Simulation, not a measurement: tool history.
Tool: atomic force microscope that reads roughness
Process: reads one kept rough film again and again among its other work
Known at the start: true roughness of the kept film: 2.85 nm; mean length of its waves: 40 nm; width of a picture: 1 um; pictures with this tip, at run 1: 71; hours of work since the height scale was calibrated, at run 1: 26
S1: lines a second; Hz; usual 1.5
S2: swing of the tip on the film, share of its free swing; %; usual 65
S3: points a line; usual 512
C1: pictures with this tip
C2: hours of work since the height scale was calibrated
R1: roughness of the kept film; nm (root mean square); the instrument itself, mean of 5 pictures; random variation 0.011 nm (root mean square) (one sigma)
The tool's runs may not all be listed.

run   hour   S1  S2   S3  C1   C2     R1
  1      0  1.5  65  512  71   26  2.647
      12.9  -- new tip fitted
  2   44.7  1.5  65  512  35   51  2.669
  3   74.4  1.5  65  512  68   67  2.659
      90.4  -- new tip fitted
  4    135  1.5  59  512  49  101  2.658
     170.6  -- new tip fitted
  5  183.2  1.5  59  512  13  127  2.687
  6  224.6  1.5  65  512  59  150  2.642
     248.8  -- new tip fitted
  7  257.5  1.5  65  417  10  169  2.646
  8  290.6  1.5  65  417  46  187  2.634
     328.7  -- new tip fitted
  9  348.5  1.5  82  417  22  219   2.59
 10  387.7  1.5  82  417  65  241  2.587
     410.3  -- new tip fitted
 11  441.9  1.5  58  512  34  271  2.681
     488.3  -- new tip fitted
 12  488.3  1.5  61  986   0  296  2.673
 13  540.6  1.5  57  344  58  326  2.669
     569.9  -- new tip fitted
 14  585.6  1.5  57  344  17  350   2.68
 15    627  1.5  57  344  63  374  2.663

Forecast run 16:
     649.8  -- new tip fitted
 16  675.2  1.5  57  344  28  400   ?

{"run 16": {"R1": 2.666}}
Without the tool's hidden state the same run would have given R1 2.668 nm (root mean square).
